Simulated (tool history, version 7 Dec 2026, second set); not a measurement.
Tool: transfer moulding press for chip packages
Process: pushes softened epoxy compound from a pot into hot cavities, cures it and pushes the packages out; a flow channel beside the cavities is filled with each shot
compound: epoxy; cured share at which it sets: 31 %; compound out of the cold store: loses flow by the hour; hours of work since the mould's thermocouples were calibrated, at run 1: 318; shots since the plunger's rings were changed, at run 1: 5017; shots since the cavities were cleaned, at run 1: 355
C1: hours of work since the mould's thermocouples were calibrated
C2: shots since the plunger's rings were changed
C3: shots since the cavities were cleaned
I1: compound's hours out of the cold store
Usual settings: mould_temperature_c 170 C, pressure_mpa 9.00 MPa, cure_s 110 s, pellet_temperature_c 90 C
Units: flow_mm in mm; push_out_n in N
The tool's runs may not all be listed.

{"run": 1, "hour": 0.0, "mould_temperature_c": 170, "pressure_mpa": 9.0, "cure_s": 110, "pellet_temperature_c": 90, "C1": 318, "C2": 5017, "C3": 355, "I1": 15.8, "flow_mm": 916, "push_out_n": 630}
{"hour": 14.9, "done": "cavities cleaned with cleaning compound and waxed"}
{"hour": 67.6, "done": "cavities cleaned with cleaning compound and waxed"}
{"run": 2, "hour": 82.7, "mould_temperature_c": 170, "pressure_mpa": 9.0, "cure_s": 110, "pellet_temperature_c": 90, "C1": 365, "C2": 5783, "C3": 145, "I1": 14.9, "flow_mm": 912, "push_out_n": 476}
{"hour": 98.9, "done": "plunger's sealing rings changed"}
{"hour": 119.5, "done": "cavities cleaned with cleaning compound and waxed"}
{"run": 3, "hour": 124.6, "mould_temperature_c": 177, "pressure_mpa": 9.0, "cure_s": 110, "pellet_temperature_c": 90, "C1": 388, "C2": 232, "C3": 49, "I1": 27.4, "flow_mm": 896, "push_out_n": 367}
{"hour": 172.4, "done": "cavities cleaned with cleaning compound and waxed"}
{"run": 4, "hour": 188.0, "mould_temperature_c": 170, "pressure_mpa": 9.0, "cure_s": 110, "pellet_temperature_c": 90, "C1": 425, "C2": 827, "C3": 150, "I1": 10.5, "flow_mm": 982, "push_out_n": 513}
{"hour": 227.5, "done": "cavities cleaned with cleaning compound and waxed"}
{"run": 5, "hour": 273.5, "mould_temperature_c": 170, "pressure_mpa": 9.0, "cure_s": 110, "pellet_temperature_c": 90, "C1": 475, "C2": 1635, "C3": 442, "I1": 28.2, "flow_mm": 903, "push_out_n": 612}
{"hour": 283.3, "done": "cavities cleaned with cleaning compound and waxed"}
{"hour": 332.2, "done": "cavities cleaned with cleaning compound and waxed"}
{"run": 6, "hour": 348.7, "mould_temperature_c": 170, "pressure_mpa": 9.0, "cure_s": 110, "pellet_temperature_c": 90, "C1": 518, "C2": 2328, "C3": 158, "I1": 45.9, "flow_mm": 813, "push_out_n": 506}
{"hour": 384.5, "done": "cavities cleaned with cleaning compound and waxed"}
{"hour": 400.8, "done": "mould's thermocouples calibrated"}
{"hour": 435.8, "done": "cavities cleaned with cleaning compound and waxed"}
{"run": 7, "hour": 442.7, "mould_temperature_c": 170, "pressure_mpa": 9.0, "cure_s": 121, "pellet_temperature_c": 90, "C1": 24, "C2": 3184, "C3": 66, "I1": 30.2, "flow_mm": 870, "push_out_n": 386}
{"hour": 491.4, "done": "cavities cleaned with cleaning compound and waxed"}
{"run": 8, "hour": 495.8, "mould_temperature_c": 170, "pressure_mpa": 9.0, "cure_s": 110, "pellet_temperature_c": 96, "C1": 55, "C2": 3680, "C3": 42, "I1": 13.4, "flow_mm": 937, "push_out_n": 408}
{"hour": 540.8, "done": "cavities cleaned with cleaning compound and waxed"}
{"run": 9, "hour": 563.7, "mould_temperature_c": 170, "pressure_mpa": 9.0, "cure_s": 110, "pellet_temperature_c": 96, "C1": 94, "C2": 4319, "C3": 220, "I1": 19.6, "flow_mm": 906, "push_out_n": 524}
{"hour": 591.4, "done": "cavities cleaned with cleaning compound and waxed"}
{"run": 10, "hour": 618.2, "mould_temperature_c": 170, "pressure_mpa": 9.0, "cure_s": 110, "pellet_temperature_c": 88, "C1": 126, "C2": 4829, "C3": 258, "I1": 30.1, "flow_mm": 853, "push_out_n": 544}
{"hour": 645.0, "done": "cavities cleaned with cleaning compound and waxed"}
{"hour": 699.1, "done": "cavities cleaned with cleaning compound and waxed"}
{"run": 11, "hour": 707.3, "mould_temperature_c": 170, "pressure_mpa": 9.0, "cure_s": 110, "pellet_temperature_c": 88, "C1": 177, "C2": 5655, "C3": 78, "I1": 41.1, "flow_mm": 800, "push_out_n": 412}
{"hour": 733.6, "done": "plunger's sealing rings changed"}
{"hour": 752.5, "done": "cavities cleaned with cleaning compound and waxed"}
{"run": 12, "hour": 770.7, "mould_temperature_c": 170, "pressure_mpa": 9.0, "cure_s": 131, "pellet_temperature_c": 90, "C1": 213, "C2": 342, "C3": 175, "I1": 27.8, "flow_mm": 899, "push_out_n": 441}
{"hour": 803.5, "done": "cavities cleaned with cleaning compound and waxed"}
{"run": 13, "hour": 839.4, "mould_temperature_c": 173, "pressure_mpa": 7.32, "cure_s": 121, "pellet_temperature_c": 81, "C1": 253, "C2": 988, "C3": 345, "I1": 42.5, "flow_mm": 757, "push_out_n": 537}
{"hour": 856.8, "done": "cavities cleaned with cleaning compound and waxed"}
{"run": 14, "hour": 890.4, "mould_temperature_c": 173, "pressure_mpa": 7.32, "cure_s": 121, "pellet_temperature_c": 81, "C1": 282, "C2": 1464, "C3": 323, "I1": 21.2, "flow_mm": 829, "push_out_n": 506}
{"hour": 907.3, "done": "cavities cleaned with cleaning compound and waxed"}
{"hour": 957.6, "done": "cavities cleaned with cleaning compound and waxed"}
{"run": 15, "hour": 984.5, "mould_temperature_c": 173, "pressure_mpa": 7.32, "cure_s": 121, "pellet_temperature_c": 81, "C1": 336, "C2": 2339, "C3": 258, "I1": 8.6, "flow_mm": 872, "push_out_n": 494}
{"hour": 1011.2, "done": "cavities cleaned with cleaning compound and waxed"}
{"hour": 1063.9, "done": "cavities cleaned with cleaning compound and waxed"}
{"run": 16, "hour": 1076.5, "mould_temperature_c": 170, "pressure_mpa": 9.0, "cure_s": 120, "pellet_temperature_c": 86, "C1": 390, "C2": 3195, "C3": 122, "I1": 9.1, "flow_mm": 976, "push_out_n": 438}
{"hour": 1117.9, "done": "cavities cleaned with cleaning compound and waxed"}
{"run": 17, "hour": 1139.6, "mould_temperature_c": 174, "pressure_mpa": 7.87, "cure_s": 114, "pellet_temperature_c": 100, "C1": 426, "C2": 3787, "C3": 209, "I1": 21.2, "flow_mm": 830, "push_out_n": 471}
{"hour": 1169.1, "done": "cavities cleaned with cleaning compound and waxed"}
{"run": 18, "hour": 1207.0, "mould_temperature_c": 170, "pressure_mpa": 9.0, "cure_s": 110, "pellet_temperature_c": 91, "C1": 466, "C2": 4421, "C3": 365, "I1": 36.6, "flow_mm": 827, "push_out_n": 581}
{"hour": 1220.3, "done": "cavities cleaned with cleaning compound and waxed"}
{"hour": 1270.5, "done": "cavities cleaned with cleaning compound and waxed"}
{"run": 19, "hour": 1295.7, "mould_temperature_c": 170, "pressure_mpa": 9.0, "cure_s": 110, "pellet_temperature_c": 91, "C1": 517, "C2": 5245, "C3": 243, "I1": 27.2, "flow_mm": 849, "push_out_n": 513}
{"hour": 1323.3, "done": "cavities cleaned with cleaning compound and waxed"}
{"hour": 1350.4, "done": "mould's thermocouples calibrated"}
{"hour": 1367.0, "done": "plunger's sealing rings changed"}
{"hour": 1379.7, "done": "cavities cleaned with cleaning compound and waxed"}
{"run": 20, "hour": 1379.7, "mould_temperature_c": 170, "pressure_mpa": 9.0, "cure_s": 110, "pellet_temperature_c": 91, "C1": 15, "C2": 108, "C3": 0, "I1": 34.2, "flow_mm": 892, "push_out_n": 358}
{"run": 21, "hour": 1426.8, "mould_temperature_c": 171, "pressure_mpa": 9.0, "cure_s": 110, "pellet_temperature_c": 93, "C1": 43, "C2": 561, "C3": 453, "I1": 9.0, "flow_mm": 999, "push_out_n": 608}
{"hour": 1435.2, "done": "cavities cleaned with cleaning compound and waxed"}
{"hour": 1486.9, "done": "cavities cleaned with cleaning compound and waxed"}
{"run": 22, "hour": 1504.7, "mould_temperature_c": 175, "pressure_mpa": 8.04, "cure_s": 135, "pellet_temperature_c": 84, "C1": 88, "C2": 1280, "C3": 170, "I1": 44.6, "flow_mm": 773, "push_out_n": 428}
{"hour": 1538.7, "done": "cavities cleaned with cleaning compound and waxed"}
{"hour": 1591.3, "done": "cavities cleaned with cleaning compound and waxed"}
{"run": 23, "hour": 1597.0, "mould_temperature_c": 175, "pressure_mpa": 8.04, "cure_s": 135, "pellet_temperature_c": 84, "C1": 141, "C2": 2139, "C3": 54, "I1": 34.2, "flow_mm": 808, "push_out_n": 362}
{"hour": 1640.9, "done": "cavities cleaned with cleaning compound and waxed"}
{"run": 24, "hour": 1650.1, "mould_temperature_c": 178, "pressure_mpa": 8.04, "cure_s": 135, "pellet_temperature_c": 99, "C1": 172, "C2": 2635, "C3": 88, "I1": 19.6, "flow_mm": 832, "push_out_n": 387}

Forecast each of these 4 alternatives for the next run:
{"hour": 1692.0, "done": "cavities cleaned with cleaning compound and waxed"}
{"run": "A", "hour": 1728.8, "mould_temperature_c": 178, "pressure_mpa": 8.12, "cure_s": 100, "pellet_temperature_c": 94, "C1": 218, "C2": 3378, "C3": 355, "I1": 23.8, "flow_mm": "?", "push_out_n": "?"}
{"hour": 1692.0, "done": "cavities cleaned with cleaning compound and waxed"}
{"run": "B", "hour": 1728.8, "mould_temperature_c": 174, "pressure_mpa": 8.04, "cure_s": 135, "pellet_temperature_c": 86, "C1": 218, "C2": 3378, "C3": 355, "I1": 40.6, "flow_mm": "?", "push_out_n": "?"}
{"hour": 1692.0, "done": "cavities cleaned with cleaning compound and waxed"}
{"run": "C", "hour": 1728.8, "mould_temperature_c": 170, "pressure_mpa": 9.0, "cure_s": 123, "pellet_temperature_c": 90, "C1": 218, "C2": 3378, "C3": 355, "I1": 14.2, "flow_mm": "?", "push_out_n": "?"}
{"hour": 1692.0, "done": "cavities cleaned with cleaning compound and waxed"}
{"run": "D", "hour": 1728.8, "mould_temperature_c": 170, "pressure_mpa": 9.0, "cure_s": 127, "pellet_temperature_c": 89, "C1": 218, "C2": 3378, "C3": 355, "I1": 24.0, "flow_mm": "?", "push_out_n": "?"}

run=A flow_mm=812 push_out_n=523
run=B flow_mm=771 push_out_n=506
run=C flow_mm=933 push_out_n=546
run=D flow_mm=885 push_out_n=524
Without the tool's hidden state the same runs would have given:
run=A flow_mm=848 push_out_n=326
run=B flow_mm=805 push_out_n=314
run=C flow_mm=975 push_out_n=341
run=D flow_mm=925 push_out_n=327

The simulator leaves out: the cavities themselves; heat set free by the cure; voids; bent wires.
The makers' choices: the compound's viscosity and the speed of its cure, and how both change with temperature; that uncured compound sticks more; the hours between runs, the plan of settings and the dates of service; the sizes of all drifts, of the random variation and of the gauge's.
